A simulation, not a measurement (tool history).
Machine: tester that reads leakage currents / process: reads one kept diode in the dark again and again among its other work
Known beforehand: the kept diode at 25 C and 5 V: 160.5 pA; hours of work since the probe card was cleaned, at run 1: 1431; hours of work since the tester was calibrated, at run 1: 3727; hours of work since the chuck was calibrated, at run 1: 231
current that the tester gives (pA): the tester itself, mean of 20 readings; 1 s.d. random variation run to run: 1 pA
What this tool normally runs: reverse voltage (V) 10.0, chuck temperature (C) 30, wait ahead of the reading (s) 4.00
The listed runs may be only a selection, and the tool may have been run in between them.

run,hour,reverse voltage (V),chuck temperature (C),wait ahead of the reading (s),hours of work since the probe card was cleaned,hours of work since the tester was calibrated,hours of work since the chuck was calibrated,current that the tester gives (pA)
1,0.0,10.0,30,4.00,1431,3727,231,334.23
2,122.2,10.0,30,4.00,1507,3802,307,336.92
3,244.3,10.0,30,4.00,1582,3877,382,336.54
4,408.7,10.0,30,2.83,1683,3978,483,338.12
5,481.2,10.0,30,2.83,1727,4023,527,336.17
6,575.5,10.0,30,1.48,1785,4081,585,337.03
7,712.9,10.0,54,4.00,1870,4165,670,1730.43
# hour 761.0: tester calibrated
8,832.4,10.0,54,4.00,1942,44,742,1727.50
9,930.1,10.8,50,4.00,2002,104,802,1397.95
# hour 955.9: chuck's temperature calibrated
10,1084.3,10.0,54,1.95,2096,198,79,1734.91
11,1235.6,10.0,22,4.00,2189,291,172,183.83
12,1387.0,10.0,30,0.31,2282,384,265,345.12
13,1543.4,10.0,30,0.31,2378,480,361,343.62
14,1621.2,10.0,30,0.63,2426,528,409,338.11
15,1776.8,1.9,30,0.35,2521,623,505,142.93
16,1847.3,1.9,30,5.28,2565,667,548,142.14

Hidden state at the last listed run before each entry between runs and at the first one after, where it differs:
After run 7, before run 8: tester calibrated (hour 761.0)
  stray current of the dirty probe card, pA a volt: 0.033 -> 0.034; current scale over the true one, %: 0.01 -> 0
After run 9, before run 10: chuck's temperature calibrated (hour 955.9)
  stray current of the dirty probe card, pA a volt: 0.034 -> 0.035; true chuck temperature over the reading, C: -0.01 -> 0

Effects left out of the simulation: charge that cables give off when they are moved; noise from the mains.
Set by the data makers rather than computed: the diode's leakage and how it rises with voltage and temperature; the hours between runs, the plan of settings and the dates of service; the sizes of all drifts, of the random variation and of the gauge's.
